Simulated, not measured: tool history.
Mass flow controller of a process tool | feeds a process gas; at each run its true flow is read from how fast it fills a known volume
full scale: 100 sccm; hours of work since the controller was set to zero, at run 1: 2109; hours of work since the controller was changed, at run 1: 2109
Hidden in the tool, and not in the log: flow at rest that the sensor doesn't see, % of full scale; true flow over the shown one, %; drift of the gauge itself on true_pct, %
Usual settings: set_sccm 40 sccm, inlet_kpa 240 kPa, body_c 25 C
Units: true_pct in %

run     day  set_sccm  inlet_kpa  body_c  hours of work since the controller was set to zero  hours of work since the controller was changed  true_pct
  1   0.000        40        240      25                                                2109                                            2109     99.81
  2   3.983        40        240      25                                                2175                                            2175     99.74
  3   8.538        40        240      25                                                2250                                            2250     99.75
  4  13.008        40        240      25                                                2324                                            2324     99.73
  5  17.208        40        240      25                                                2394                                            2394     99.50
  6  20.912        40        240      25                                                2455                                            2455     99.51
  7  24.171        40        240      25                                                2509                                            2509     99.46
  8  27.325        40        240      25                                                2561                                            2561     99.42
  9  30.504        85        240      25                                                2614                                            2614     99.45
 10  33.508        40        240      25                                                2663                                            2663     99.15
 11  35.942        40        240      25                                                2703                                            2703     99.23
 12  40.971        40        240      25                                                2787                                            2787     99.08
 13  45.375        40        240      23                                                2859                                            2859     99.24
 14  49.508        40        240      23                                                2928                                            2928     99.17
 15  53.075        36        240      25                                                2987                                            2987     98.89
 16  55.458        10        210      23                                                3026                                            3026     98.98
 17  59.621        44        193      26                                                3095                                            3095     98.64
 18  63.375        25        240      25                                                3157                                            3157     98.71
 19  68.138        25        240      25                                                3236                                            3236     98.53
 20  72.804        29        240      27                                                3313                                            3313     98.22
 21  75.050        29        240      27                                                3350                                            3350     98.14
 22  78.725        25        240      24                                                3411                                            3411     98.44
 23  82.812        34        240      22                                                3478                                            3478     98.50
 24  85.029        19        216      26                                                3515                                            3515     97.97

Forecast each of these 3 alternatives for the next run:
  A  89.525        19        157      24                                                3589                                            3589         ?
  B  89.525        40        278      25                                                3589                                            3589         ?
  C  89.525        69        276      20                                                3589                                            3589         ?

run  true_pct
  A     97.98
  B     98.27
  C     98.69
Without the tool's hidden state the same runs would have given:
run  true_pct
  A     99.68
  B     99.97
  C    100.39
